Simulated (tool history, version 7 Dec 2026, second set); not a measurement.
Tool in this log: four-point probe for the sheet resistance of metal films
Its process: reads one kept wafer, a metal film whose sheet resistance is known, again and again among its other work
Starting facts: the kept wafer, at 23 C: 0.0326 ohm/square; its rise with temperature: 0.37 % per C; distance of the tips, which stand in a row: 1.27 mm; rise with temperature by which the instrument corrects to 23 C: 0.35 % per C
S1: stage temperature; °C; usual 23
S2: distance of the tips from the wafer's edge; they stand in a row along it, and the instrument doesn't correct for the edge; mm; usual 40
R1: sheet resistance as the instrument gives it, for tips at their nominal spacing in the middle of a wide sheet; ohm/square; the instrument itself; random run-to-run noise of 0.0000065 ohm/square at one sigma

run 1 hour=0 | S1=23 S2=40 | R1=0.032673
run 2 hour=14.4 | S1=23 S2=40 | R1=0.032662
run 3 hour=22.4 | S1=23 S2=40 | R1=0.032666
run 4 hour=34 | S1=23 S2=40 | R1=0.032675
run 5 hour=43.5 | S1=24 S2=40 | R1=0.032669
run 6 hour=57.6 | S1=23 S2=40 | R1=0.03267
run 7 hour=73.4 | S1=23 S2=40 | R1=0.03267
run 8 hour=88.4 | S1=26 S2=40 | R1=0.032691
run 9 hour=103.5 | S1=22 S2=40 | R1=0.032657
run 10 hour=110.6 | S1=22 S2=40 | R1=0.032672
run 11 hour=122.2 | S1=30 S2=40 | R1=0.032697
run 12 hour=136.3 | S1=30 S2=40 | R1=0.032716
run 13 hour=152.4 | S1=30 S2=40 | R1=0.032704
run 14 hour=159.9 | S1=30 S2=40 | R1=0.032722
run 15 hour=175.6 | S1=30 S2=36 | R1=0.03271
run 16 hour=190.4 | S1=30 S2=36 | R1=0.032718
run 17 hour=205.5 | S1=23 S2=40 | R1=0.032668
run 18 hour=214.1 | S1=23 S2=40 | R1=0.032664
run 19 hour=225.5 | S1=23 S2=40 | R1=0.032684
run 20 hour=243.4 | S1=23 S2=40 | R1=0.032668
run 21 hour=251.1 | S1=23 S2=40 | R1=0.032669
run 22 hour=268 | S1=19 S2=40 | R1=0.032655
run 23 hour=276.3 | S1=23 S2=4 | R1=0.034333
run 24 hour=283.6 | S1=19 S2=67 | R1=0.03263
run 25 hour=297.8 | S1=21 S2=4 | R1=0.034328
run 26 hour=310.1 | S1=30 S2=50 | R1=0.032707
run 27 hour=320.2 | S1=30 S2=50 | R1=0.0327
run 28 hour=329.8 | S1=22 S2=15 | R1=0.032788
run 29 hour=340.3 | S1=35 S2=15 | R1=0.032842
run 30 hour=350.8 | S1=28 S2=19 | R1=0.032751
run 31 hour=359.6 | S1=21 S2=9 | R1=0.032987
run 32 hour=371.8 | S1=21 S2=7 | R1=0.033201
run 33 hour=382.5 | S1=33 S2=7 | R1=0.033287

Run 34 has not been measured yet. What should we expect?
run 34 hour=393.7 | S1=33 S2=7 | R1=?

{"run 34": {"R1": 0.033293}}
With the hidden condition absent and the run-to-run variation left alone, this run would have shown R1 0.033237 ohm/square.
